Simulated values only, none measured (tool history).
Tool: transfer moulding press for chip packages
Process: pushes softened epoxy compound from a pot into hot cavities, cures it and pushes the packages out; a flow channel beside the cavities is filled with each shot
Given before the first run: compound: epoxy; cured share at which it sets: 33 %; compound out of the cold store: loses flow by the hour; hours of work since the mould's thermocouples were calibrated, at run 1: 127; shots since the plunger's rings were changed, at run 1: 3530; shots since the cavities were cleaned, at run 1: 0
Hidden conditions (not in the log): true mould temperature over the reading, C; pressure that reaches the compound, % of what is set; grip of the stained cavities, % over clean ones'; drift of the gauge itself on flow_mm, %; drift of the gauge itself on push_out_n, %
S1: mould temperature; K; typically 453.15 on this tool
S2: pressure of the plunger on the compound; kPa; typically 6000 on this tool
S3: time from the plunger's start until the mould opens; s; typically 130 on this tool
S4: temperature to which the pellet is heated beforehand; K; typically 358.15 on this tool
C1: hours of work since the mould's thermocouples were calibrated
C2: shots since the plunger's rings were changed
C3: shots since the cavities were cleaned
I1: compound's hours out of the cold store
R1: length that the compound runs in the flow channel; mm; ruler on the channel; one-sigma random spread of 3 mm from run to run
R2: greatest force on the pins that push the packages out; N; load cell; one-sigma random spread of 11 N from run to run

run	day	S1	S2	S3	S4	C1	C2	C3	I1	R1	R2
1	0	453.15	6000	130	358.15	127	3530	0	25.5	828	555
2	0.4	453.15	6000	130	358.15	131	3588	58	31.8	800	551
3	0.65	453.15	6000	130	362.15	134	3624	94	41.6	757	570
4	1	453.15	6000	130	362.15	137	3676	146	36.8	775	589
5	1.371	453.15	6000	130	362.15	141	3730	200	18.3	858	632
6	1.638	453.15	6000	130	362.15	143	3769	239	22.6	835	654
7	1.954	453.15	6000	130	362.15	146	3815	285	36	781	649
# day 2.15: plunger's sealing rings changed
8	2.446	452.15	6220	169	367.15	150	43	341	32.8	839	541
9	2.725	456.15	5120	130	358.15	153	84	382	34.9	741	608
10	3.075	452.15	6000	144	358.15	156	135	433	29.1	841	621
11	3.425	452.15	6000	144	358.15	159	186	484	32.8	820	650
12	3.8	452.15	6000	144	358.15	163	241	539	13.2	921	679
13	4.296	459.15	6000	130	354.15	168	313	611	38.1	787	628

4 ways to go on from here, each from the tool as it stands after run 13. What would each give?
A	4.788	452.15	6700	130	365.15	173	384	682	31.9	?	?
B	4.788	448.15	6000	146	352.15	173	384	682	45.7	?	?
C	4.788	445.15	4560	130	358.15	173	384	682	42.6	?	?
D	4.788	458.15	6000	125	367.15	173	384	682	32.6	?	?

run	R1	R2
A	875	750
B	775	783
C	695	1109
D	809	684
Take away the tool's hidden state, keep each run's random variation, and the runs would have read:
run	R1	R2
A	877	533
B	778	555
C	697	787
D	812	490

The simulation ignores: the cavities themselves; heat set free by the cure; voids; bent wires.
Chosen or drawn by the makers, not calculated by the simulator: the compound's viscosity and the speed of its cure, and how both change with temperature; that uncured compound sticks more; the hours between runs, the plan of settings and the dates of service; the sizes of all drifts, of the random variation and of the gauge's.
